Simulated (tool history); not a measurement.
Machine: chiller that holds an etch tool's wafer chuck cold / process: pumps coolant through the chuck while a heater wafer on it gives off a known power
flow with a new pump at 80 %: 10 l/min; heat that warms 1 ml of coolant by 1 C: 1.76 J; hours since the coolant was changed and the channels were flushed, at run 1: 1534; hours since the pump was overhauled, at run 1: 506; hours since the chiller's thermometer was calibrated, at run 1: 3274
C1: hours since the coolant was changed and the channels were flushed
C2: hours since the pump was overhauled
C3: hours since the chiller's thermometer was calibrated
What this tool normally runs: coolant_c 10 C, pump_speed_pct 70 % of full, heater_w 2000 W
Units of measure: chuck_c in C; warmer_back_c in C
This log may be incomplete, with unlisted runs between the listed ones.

{"run": 1, "hour": 0.0, "coolant_c": 10, "pump_speed_pct": 70, "heater_w": 2000, "C1": 1534, "C2": 506, "C3": 3274, "chuck_c": 28.6, "warmer_back_c": 7.81}
{"run": 2, "hour": 22.5, "coolant_c": 10, "pump_speed_pct": 70, "heater_w": 2000, "C1": 1557, "C2": 529, "C3": 3297, "chuck_c": 28.7, "warmer_back_c": 7.73}
{"run": 3, "hour": 57.3, "coolant_c": 10, "pump_speed_pct": 70, "heater_w": 2000, "C1": 1591, "C2": 564, "C3": 3331, "chuck_c": 28.8, "warmer_back_c": 7.82}
{"run": 4, "hour": 76.3, "coolant_c": 8, "pump_speed_pct": 70, "heater_w": 2000, "C1": 1610, "C2": 583, "C3": 3351, "chuck_c": 26.8, "warmer_back_c": 7.72}
{"run": 5, "hour": 92.0, "coolant_c": 8, "pump_speed_pct": 70, "heater_w": 2000, "C1": 1626, "C2": 598, "C3": 3366, "chuck_c": 26.8, "warmer_back_c": 7.81}
{"run": 6, "hour": 125.2, "coolant_c": 8, "pump_speed_pct": 70, "heater_w": 2000, "C1": 1659, "C2": 632, "C3": 3399, "chuck_c": 26.8, "warmer_back_c": 7.74}
{"run": 7, "hour": 151.9, "coolant_c": 10, "pump_speed_pct": 70, "heater_w": 2186, "C1": 1686, "C2": 658, "C3": 3426, "chuck_c": 30.5, "warmer_back_c": 8.49}

Estimate the outcome of run 8 from the log above:
{"run": 8, "hour": 180.3, "coolant_c": 9, "pump_speed_pct": 81, "heater_w": 2186, "C1": 1714, "C2": 687, "C3": 3455, "chuck_c": "?", "warmer_back_c": "?"}

chuck_c: 27.5 C
warmer_back_c: 7.35 C
If the tool had no hidden condition, the same run with the same run-to-run variation would have returned chuck_c 27 C, warmer_back_c 7.32 C.
